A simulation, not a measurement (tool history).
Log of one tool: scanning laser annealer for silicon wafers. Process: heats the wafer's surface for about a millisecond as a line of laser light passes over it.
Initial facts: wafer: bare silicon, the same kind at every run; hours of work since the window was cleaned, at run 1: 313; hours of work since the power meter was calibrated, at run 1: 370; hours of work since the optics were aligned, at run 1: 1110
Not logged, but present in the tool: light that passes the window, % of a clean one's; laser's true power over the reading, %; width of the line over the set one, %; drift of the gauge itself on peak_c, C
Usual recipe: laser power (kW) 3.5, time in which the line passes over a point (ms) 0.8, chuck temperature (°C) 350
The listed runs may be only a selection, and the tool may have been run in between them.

run,day,laser power (kW),time in which the line passes over a point (ms),chuck temperature (°C),hours of work since the window was cleaned,hours of work since the power meter was calibrated,hours of work since the optics were aligned,highest temperature of the surface (°C)
1,0,3.5,0.8,350,313,370,1110,1157
2,1.838,3.5,0.8,350,339,395,1136,1156
# day 3.921: window over the wafer cleaned
3,4.867,3.5,0.8,334,13,436,1177,1145
4,7.704,3.073,0.8,350,53,476,1216,1054
5,9.183,3.073,0.8,350,73,496,1236,1054
6,10.529,3.136,0.8,350,92,515,1255,1067
7,13.558,3.501,0.8,350,134,557,1297,1152
8,16,3.501,0.8,350,168,591,1331,1158
9,17.6,3.501,0.857,350,190,613,1353,1191
10,20.458,3.501,0.857,350,230,653,1393,1190
11,21.704,3.501,0.857,350,247,670,1410,1191
12,24.454,3.501,0.857,350,285,708,1449,1185
13,27.296,3.5,0.605,350,325,748,1488,1038
14,29.075,3.5,0.812,350,349,772,1513,1161
# day 30.475: window over the wafer cleaned
15,30.475,3.5,0.812,350,0,791,1531,1163
16,32.396,3.5,0.812,350,27,817,1558,1164
# day 34.079: optics aligned, line set to its width
17,34.079,3.5,0.812,350,47,838,0,1161
18,37.004,3.5,0.812,350,88,879,41,1160
19,38.642,3.5,0.8,350,111,901,63,1154
20,40.812,3.5,0.8,350,141,931,94,1156
21,43.204,3.5,0.562,350,174,965,127,1008
22,44.696,3.5,0.562,350,195,985,147,1008
23,47.225,3.5,0.65,359,230,1020,183,1074
24,49.292,3.5,0.773,360,258,1049,211,1151
25,51.017,3.5,0.97,342,282,1073,235,1242
26,53.938,3.53,0.825,342,323,1114,276,1169
27,56.538,3.53,0.825,342,359,1150,312,1171

Run 28, settings as shown, results not yet in. Your forecast:
# day 57.192: window over the wafer cleaned
28,58.883,3.166,0.865,378,24,1181,343,?

Run 28 produced highest temperature of the surface (°C) 1136.
Minus the tool's unlogged condition, the same run would have read highest temperature of the surface (°C) 1135.
